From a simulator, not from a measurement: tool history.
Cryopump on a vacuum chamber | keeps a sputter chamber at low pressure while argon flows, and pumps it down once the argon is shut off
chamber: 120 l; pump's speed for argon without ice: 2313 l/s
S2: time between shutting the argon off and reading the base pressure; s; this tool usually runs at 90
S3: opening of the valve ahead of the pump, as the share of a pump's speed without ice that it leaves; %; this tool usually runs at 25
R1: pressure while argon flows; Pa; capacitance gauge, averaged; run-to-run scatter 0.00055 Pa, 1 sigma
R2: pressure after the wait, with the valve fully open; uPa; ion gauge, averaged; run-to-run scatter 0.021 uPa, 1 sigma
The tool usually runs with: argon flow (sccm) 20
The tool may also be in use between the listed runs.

run 1 day=0 | argon_flow_(sccm)=20 S2=90 S3=25 | R1=0.0585 R2=0.56
run 2 day=0.925 | argon_flow_(sccm)=20 S2=90 S3=25 | R1=0.0589 R2=0.56
run 3 day=1.746 | argon_flow_(sccm)=20 S2=90 S3=25 | R1=0.0586 R2=0.52
run 4 day=2.321 | argon_flow_(sccm)=20 S2=90 S3=25 | R1=0.0599 R2=0.53
run 5 day=3.325 | argon_flow_(sccm)=20 S2=90 S3=25 | R1=0.0601 R2=0.53
run 6 day=4.167 | argon_flow_(sccm)=20 S2=90 S3=25 | R1=0.0598 R2=0.58
run 7 day=4.696 | argon_flow_(sccm)=20 S2=90 S3=25 | R1=0.0598 R2=0.56
run 8 day=5.212 | argon_flow_(sccm)=20 S2=90 S3=25 | R1=0.0592 R2=0.57
run 9 day=5.675 | argon_flow_(sccm)=20 S2=90 S3=25 | R1=0.0595 R2=0.54
run 10 day=6.412 | argon_flow_(sccm)=20 S2=90 S3=25 | R1=0.0604 R2=0.58
run 11 day=7.321 | argon_flow_(sccm)=20 S2=90 S3=25 | R1=0.0594 R2=0.56
run 12 day=7.829 | argon_flow_(sccm)=20 S2=90 S3=25 | R1=0.0592 R2=0.58
run 13 day=8.596 | argon_flow_(sccm)=20 S2=90 S3=25 | R1=0.0598 R2=0.59
run 14 day=9.542 | argon_flow_(sccm)=27 S2=90 S3=25 | R1=0.0802 R2=0.58
run 15 day=10.479 | argon_flow_(sccm)=27 S2=90 S3=25 | R1=0.0813 R2=0.57
run 16 day=10.917 | argon_flow_(sccm)=27 S2=90 S3=25 | R1=0.0798 R2=0.61
run 17 day=11.425 | argon_flow_(sccm)=27 S2=90 S3=25 | R1=0.0804 R2=0.54
run 18 day=12.158 | argon_flow_(sccm)=20 S2=255 S3=25 | R1=0.06 R2=0.5
run 19 day=12.846 | argon_flow_(sccm)=20 S2=255 S3=25 | R1=0.061 R2=0.43
run 20 day=13.45 | argon_flow_(sccm)=30 S2=90 S3=16 | R1=0.1391 R2=0.59
run 21 day=14.062 | argon_flow_(sccm)=30 S2=90 S3=16 | R1=0.1402 R2=0.62
run 22 day=14.962 | argon_flow_(sccm)=30 S2=90 S3=16 | R1=0.1395 R2=0.58
run 23 day=15.871 | argon_flow_(sccm)=18 S2=52 S3=22 | R1=0.0609 R2=0.8
run 24 day=16.821 | argon_flow_(sccm)=12 S2=90 S3=25 | R1=0.0359 R2=0.66
run 25 day=17.688 | argon_flow_(sccm)=12 S2=90 S3=25 | R1=0.0375 R2=0.64
run 26 day=18.375 | argon_flow_(sccm)=12 S2=90 S3=25 | R1=0.0362 R2=0.64
run 27 day=18.829 | argon_flow_(sccm)=12 S2=90 S3=25 | R1=0.0368 R2=0.65
run 28 day=19.788 | argon_flow_(sccm)=20 S2=56 S3=43 | R1=0.0361 R2=0.79
run 29 day=20.458 | argon_flow_(sccm)=20 S2=56 S3=43 | R1=0.0365 R2=0.77
run 30 day=21.183 | argon_flow_(sccm)=20 S2=56 S3=43 | R1=0.037 R2=0.81
run 31 day=21.742 | argon_flow_(sccm)=15 S2=90 S3=36 | R1=0.033 R2=0.67
run 32 day=22.188 | argon_flow_(sccm)=15 S2=90 S3=36 | R1=0.0324 R2=0.69
run 33 day=22.942 | argon_flow_(sccm)=20 S2=90 S3=21 | R1=0.0723 R2=0.66
run 34 day=23.529 | argon_flow_(sccm)=17 S2=179 S3=32 | R1=0.04 R2=0.57

Here are 5 independent what-if runs from the current tool condition. What would each one return?
run A day=24.008 | argon_flow_(sccm)=17 S2=179 S3=26 | R1=? R2=?
run B day=24.008 | argon_flow_(sccm)=40 S2=213 S3=43 | R1=? R2=?
run C day=24.008 | argon_flow_(sccm)=27 S2=35 S3=50 | R1=? R2=?
run D day=24.008 | argon_flow_(sccm)=17 S2=130 S3=58 | R1=? R2=?
run E day=24.008 | argon_flow_(sccm)=20 S2=47 S3=60 | R1=? R2=?

run=A R1=0.0502 R2=0.59
run=B R1=0.0736 R2=0.54
run=C R1=0.0421 R2=1.1
run=D R1=0.0236 R2=0.65
run=E R1=0.0276 R2=0.88
Take away the tool's hidden state, keep each run's random variation, and the runs would have read:
run=A R1=0.0479 R2=0.25
run=B R1=0.0683 R2=0.22
run=C R1=0.0385 R2=0.76
run=D R1=0.0214 R2=0.32
run=E R1=0.025 R2=0.56

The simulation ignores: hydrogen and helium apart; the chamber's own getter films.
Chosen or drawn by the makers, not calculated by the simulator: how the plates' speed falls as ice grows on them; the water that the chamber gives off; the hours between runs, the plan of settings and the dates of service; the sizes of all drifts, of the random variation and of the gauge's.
